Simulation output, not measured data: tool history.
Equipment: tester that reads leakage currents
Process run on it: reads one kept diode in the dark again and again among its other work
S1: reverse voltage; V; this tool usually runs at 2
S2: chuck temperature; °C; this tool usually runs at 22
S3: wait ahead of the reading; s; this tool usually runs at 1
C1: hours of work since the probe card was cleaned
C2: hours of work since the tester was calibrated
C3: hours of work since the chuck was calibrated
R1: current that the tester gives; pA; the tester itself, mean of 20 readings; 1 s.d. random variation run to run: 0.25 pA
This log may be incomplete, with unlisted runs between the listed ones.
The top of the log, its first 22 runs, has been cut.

{"day": 60.696, "done": "chuck's temperature calibrated"}
{"run": 23, "day": 62.95, "S1": 7.03, "S2": 29, "S3": 1, "C1": 96, "C2": 1697, "C3": 31, "R1": 303.66}
{"run": 24, "day": 65.096, "S1": 2, "S2": 37, "S3": 0.34, "C1": 125, "C2": 1727, "C3": 61, "R1": 314.08}
{"run": 25, "day": 67.504, "S1": 2, "S2": 37, "S3": 0.34, "C1": 158, "C2": 1760, "C3": 94, "R1": 313.93}
{"day": 69.879, "done": "probe card cleaned and baked, once more"}
{"run": 26, "day": 70.838, "S1": 2, "S2": 20, "S3": 8.29, "C1": 13, "C2": 1804, "C3": 138, "R1": 69.03}
{"run": 27, "day": 73.833, "S1": 2, "S2": 20, "S3": 8.29, "C1": 55, "C2": 1846, "C3": 180, "R1": 69.81}
{"run": 28, "day": 75.45, "S1": 1.03, "S2": 20, "S3": 8.29, "C1": 77, "C2": 1868, "C3": 202, "R1": 50.53}
{"run": 29, "day": 77.179, "S1": 2.45, "S2": 57, "S3": 0.36, "C1": 101, "C2": 1892, "C3": 226, "R1": 1656.2}
{"run": 30, "day": 80.654, "S1": 2.45, "S2": 57, "S3": 0.36, "C1": 149, "C2": 1940, "C3": 274, "R1": 1679.44}
{"run": 31, "day": 84.242, "S1": 2.45, "S2": 57, "S3": 0.36, "C1": 198, "C2": 1989, "C3": 323, "R1": 1685.1}
{"run": 32, "day": 86.888, "S1": 3.07, "S2": 22, "S3": 0.91, "C1": 235, "C2": 2026, "C3": 360, "R1": 107.11}
{"run": 33, "day": 90.458, "S1": 2, "S2": 37, "S3": 4.38, "C1": 284, "C2": 2075, "C3": 409, "R1": 322.34}
{"run": 34, "day": 92.412, "S1": 1.51, "S2": 39, "S3": 3.02, "C1": 311, "C2": 2102, "C3": 436, "R1": 332.16}
{"run": 35, "day": 94.521, "S1": 18.04, "S2": 41, "S3": 1, "C1": 340, "C2": 2131, "C3": 465, "R1": 1325.43}
{"run": 36, "day": 96.217, "S1": 18.04, "S2": 41, "S3": 1, "C1": 363, "C2": 2154, "C3": 488, "R1": 1331.18}
{"day": 98.329, "done": "tester calibrated"}
{"run": 37, "day": 99.721, "S1": 18.04, "S2": 42, "S3": 1, "C1": 410, "C2": 19, "C3": 535, "R1": 1421.65}
{"run": 38, "day": 102.421, "S1": 18.04, "S2": 42, "S3": 1, "C1": 448, "C2": 56, "C3": 573, "R1": 1429.75}
{"run": 39, "day": 105.321, "S1": 18.04, "S2": 42, "S3": 1, "C1": 488, "C2": 96, "C3": 613, "R1": 1443.04}
{"run": 40, "day": 108.933, "S1": 1.41, "S2": 21, "S3": 1.31, "C1": 537, "C2": 146, "C3": 662, "R1": 69.36}

Branching from run 40: 3 alternative next runs. What would each branch give?
{"run": "A", "day": 110.829, "S1": 3.28, "S2": 29, "S3": 1.62, "C1": 564, "C2": 172, "C3": 689, "R1": "?"}
{"run": "B", "day": 110.829, "S1": 17.47, "S2": 21, "S3": 9.53, "C1": 564, "C2": 172, "C3": 689, "R1": "?"}
{"run": "C", "day": 110.829, "S1": 1.17, "S2": 23, "S3": 9.19, "C1": 564, "C2": 172, "C3": 689, "R1": "?"}

run=A R1=213.94
run=B R1=243.41
run=C R1=75.6
Without the tool's unlogged condition, the same runs would have read:
run=A R1=191.54
run=B R1=209.74
run=C R1=67.38
